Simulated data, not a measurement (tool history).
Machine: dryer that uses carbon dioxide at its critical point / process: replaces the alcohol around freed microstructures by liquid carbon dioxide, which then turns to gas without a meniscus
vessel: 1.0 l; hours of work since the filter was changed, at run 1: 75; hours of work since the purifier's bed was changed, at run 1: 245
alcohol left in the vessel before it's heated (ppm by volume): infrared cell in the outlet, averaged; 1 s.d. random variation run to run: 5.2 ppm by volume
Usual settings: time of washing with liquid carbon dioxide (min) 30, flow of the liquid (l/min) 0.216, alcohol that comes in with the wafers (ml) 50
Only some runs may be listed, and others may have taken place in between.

run   hour  time of washing with liquid carbon dioxide (min)  flow of the liquid (l/min)  alcohol that comes in with the wafers (ml)  hours of work since the filter was changed  hours of work since the purifier's bed was changed  alcohol left in the vessel before it's heated (ppm by volume)
  1    0.0                                                30                       0.216                                          50                                          75                                                 245                                                            179
  2   11.2                                                30                       0.216                                          50                                          80                                                 250                                                            183
  3   19.2                                                30                       0.216                                          50                                          83                                                 253                                                            182
  4   29.1                                                30                       0.151                                          50                                          88                                                 258                                                           1038
  5   41.0                                                30                       0.151                                          50                                          93                                                 263                                                           1010
  6   50.5                                                30                       0.169                                          50                                          97                                                 267                                                            650
  7   61.8                                                30                       0.169                                          50                                         102                                                 272                                                            649
  8   73.3                                                41                       0.216                                          50                                         107                                                 277                                                             45
  9   80.8                                                41                       0.216                                          50                                         110                                                 280                                                             57
 10   92.6                                                30                       0.216                                          50                                         116                                                 286                                                            206
 11  103.8                                                30                       0.216                                          50                                         121                                                 290                                                            218
 12  111.3                                                30                       0.216                                          50                                         124                                                 294                                                            216
 13  125.7                                                30                       0.216                                          50                                         130                                                 300                                                            222
 14  133.0                                                30                       0.216                                          50                                         133                                                 303                                                            230
 15  146.7                                                30                       0.216                                          50                                         139                                                 309                                                            233
 16  158.3                                                30                       0.216                                          50                                         145                                                 315                                                            240
 17  165.3                                                30                       0.216                                          50                                         148                                                 318                                                            244
     176.2  -- inlet filter changed
 18  178.9                                                30                       0.216                                          50                                           1                                                 323                                                            137
 19  189.5                                                30                       0.216                                          37                                           6                                                 328                                                            118
 20  196.1                                                30                       0.216                                          37                                           9                                                 331                                                            114
 21  207.6                                                30                       0.216                                          37                                          14                                                 336                                                            119
 22  219.3                                                30                       0.216                                          37                                          19                                                 341                                                            130
 23  232.9                                                30                       0.216                                          82                                          25                                                 347                                                            235
 24  242.7                                                30                       0.216                                          82                                          29                                                 351                                                            232
 25  256.1                                                36                       0.189                                          54                                          35                                                 357                                                            142
 26  265.9                                                36                       0.189                                          54                                          39                                                 361                                                            145
 27  274.0                                                36                       0.189                                          54                                          43                                                 365                                                            149
 28  282.7                                                29                       0.151                                          50                                          47                                                 369                                                           1040
 29  295.1                                                28                       0.257                                          50                                          52                                                 374                                                             99

Forecast run 30:
 30  308.5                                                21                       0.331                                          27                                          58                                                 380                                                              ?

alcohol left in the vessel before it's heated (ppm by volume): 84
Were there no unlogged condition in the tool, this run, its random variation unchanged, would have produced alcohol left in the vessel before it's heated (ppm by volume) 30.
